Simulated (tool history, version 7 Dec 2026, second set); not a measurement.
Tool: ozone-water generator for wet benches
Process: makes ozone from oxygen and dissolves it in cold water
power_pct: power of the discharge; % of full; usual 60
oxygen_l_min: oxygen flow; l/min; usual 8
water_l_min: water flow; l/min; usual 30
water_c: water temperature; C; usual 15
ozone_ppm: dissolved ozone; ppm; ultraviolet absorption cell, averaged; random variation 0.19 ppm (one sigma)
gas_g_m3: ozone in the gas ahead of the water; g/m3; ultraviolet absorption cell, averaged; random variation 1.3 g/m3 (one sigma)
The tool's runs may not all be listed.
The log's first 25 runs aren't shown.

| run | day | power_pct | oxygen_l_min | water_l_min | water_c | hours of work since the electrodes were changed | hours of work since the contactor was cleaned | hours of work since the thermometer was calibrated | ozone_ppm | gas_g_m3 |
|---|---|---|---|---|---|---|---|---|---|---|
| 26 | 50.629 | 60 | 7.19 | 30 | 15 | 2890 | 8733 | 1639 | 26.1 | 258.8 |
| 27 | 52.321 | 60 | 8 | 30 | 18 | 2928 | 8771 | 1677 | 25.7 | 249.9 |
| 28 | 53.654 | 77 | 8 | 30 | 7 | 2958 | 8802 | 1708 | 34.7 | 291 |
| 29 | 56.212 | 60 | 5.69 | 30 | 15 | 3016 | 8859 | 1765 | 24.4 | 275.3 |
| 30 | 57.779 | 60 | 5.69 | 30 | 15 | 3052 | 8895 | 1801 | 24.5 | 277.3 |
| 31 | 59.725 | 60 | 12.73 | 20 | 22 | 3096 | 8939 | 1845 | 32 | 209.6 |
| 32 | 61.712 | 67 | 4.93 | 25 | 8 | 3141 | 8984 | 1890 | 31.8 | 311.5 |
| 33 | 64.092 | 77 | 6.94 | 39 | 10 | 3195 | 9038 | 1944 | 25 | 298.5 |

4 ways to go on from here, each from the tool as it stands after run 33. What would each give?
| A | 65.979 | 60 | 6.22 | 21 | 7 | 3237 | 9080 | 1986 | ? | ? |
| B | 65.979 | 43 | 6.94 | 39 | 10 | 3237 | 9080 | 1986 | ? | ? |
| C | 65.979 | 60 | 7.32 | 36 | 14 | 3237 | 9080 | 1986 | ? | ? |
| D | 65.979 | 77 | 6.94 | 30 | 8 | 3237 | 9080 | 1986 | ? | ? |

| run | ozone_ppm | gas_g_m3 |
|---|---|---|
| A | 37.5 | 270.5 |
| B | 17.6 | 210 |
| C | 22.8 | 253.4 |
| D | 32.5 | 299.7 |
Without the tool's hidden state the same runs would have given:
| run | ozone_ppm | gas_g_m3 |
|---|---|---|
| A | 37.5 | 274.2 |
| B | 17.6 | 212.9 |
| C | 22.8 | 256.9 |
| D | 32.5 | 303.9 |
